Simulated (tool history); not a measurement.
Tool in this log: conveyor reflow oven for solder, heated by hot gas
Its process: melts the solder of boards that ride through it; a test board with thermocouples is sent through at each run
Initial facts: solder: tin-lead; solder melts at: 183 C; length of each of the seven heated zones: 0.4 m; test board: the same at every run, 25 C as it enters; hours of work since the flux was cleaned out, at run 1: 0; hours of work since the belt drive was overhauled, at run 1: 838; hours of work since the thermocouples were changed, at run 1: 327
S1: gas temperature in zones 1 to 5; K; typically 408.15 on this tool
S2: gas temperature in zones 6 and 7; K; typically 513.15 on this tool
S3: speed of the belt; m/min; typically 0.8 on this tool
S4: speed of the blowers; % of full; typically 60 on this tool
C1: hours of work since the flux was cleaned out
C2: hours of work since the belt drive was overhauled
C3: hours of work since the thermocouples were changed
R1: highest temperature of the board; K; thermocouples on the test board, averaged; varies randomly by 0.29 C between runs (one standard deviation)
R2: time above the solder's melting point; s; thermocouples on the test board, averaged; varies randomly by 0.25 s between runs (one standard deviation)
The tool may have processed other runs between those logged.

run    day      S1      S2     S3  S4   C1   C2   C3      R1    R2
  1      0  408.15  513.15    0.8  60    0  838  327  488.85  42.9
  2  0.483  408.15  513.15    0.8  60    9  847  336  488.35    43
  3  1.308  408.15  513.15    0.8  60   25  863  352  488.45  42.5
  4  1.796  408.15  513.15    0.8  60   34  872  361  488.65  42.9
  5  2.542  408.15  513.15    0.8  69   49  887  376  492.25  45.9
  6  3.346  408.15  513.15    0.8  69   64  902  391  492.05  45.8
  7  3.779  397.15  513.15    0.8  60   72  910  399  485.95    38
  8  4.621  403.15  513.15    0.8  60   88  926  415  487.95  40.3
  9   5.35  408.15  513.15  0.749  56  102  940  429  489.95  46.6
 10  6.038  402.15  508.15  0.738  60  115  953  442  486.85  43.3
     6.662  -- belt drive overhauled, speed set with a stopwatch
 11  7.042  397.15  513.15  0.943  84  131    7  458  486.75  31.8
 12  7.496  399.15  513.15  0.675  84  140   16  467  500.15  56.2
 13  7.896  395.15  527.15    0.8  60  148   24  475  495.35  43.2

Alternative continuations, all from the tool just after run 13; predict every row:
  A  8.8  395.15  527.15   0.71  60  165  41  492   ?   ?
  B  8.8  395.15  527.15  0.724  65  165  41  492   ?   ?
  C  8.8  398.15  516.15    0.8  60  165  41  492   ?   ?
  D  8.8  395.15  515.15    0.8  60  165  41  492   ?   ?

run      R1    R2
  A  500.75  52.2
  B  502.85  51.9
  C  487.05  38.4
  D  485.65  36.2
Had the tool no hidden state, the same runs would have come out as:
run      R1    R2
  A  499.95  51.7
  B  502.05  51.5
  C  486.35    38
  D  485.05  35.8
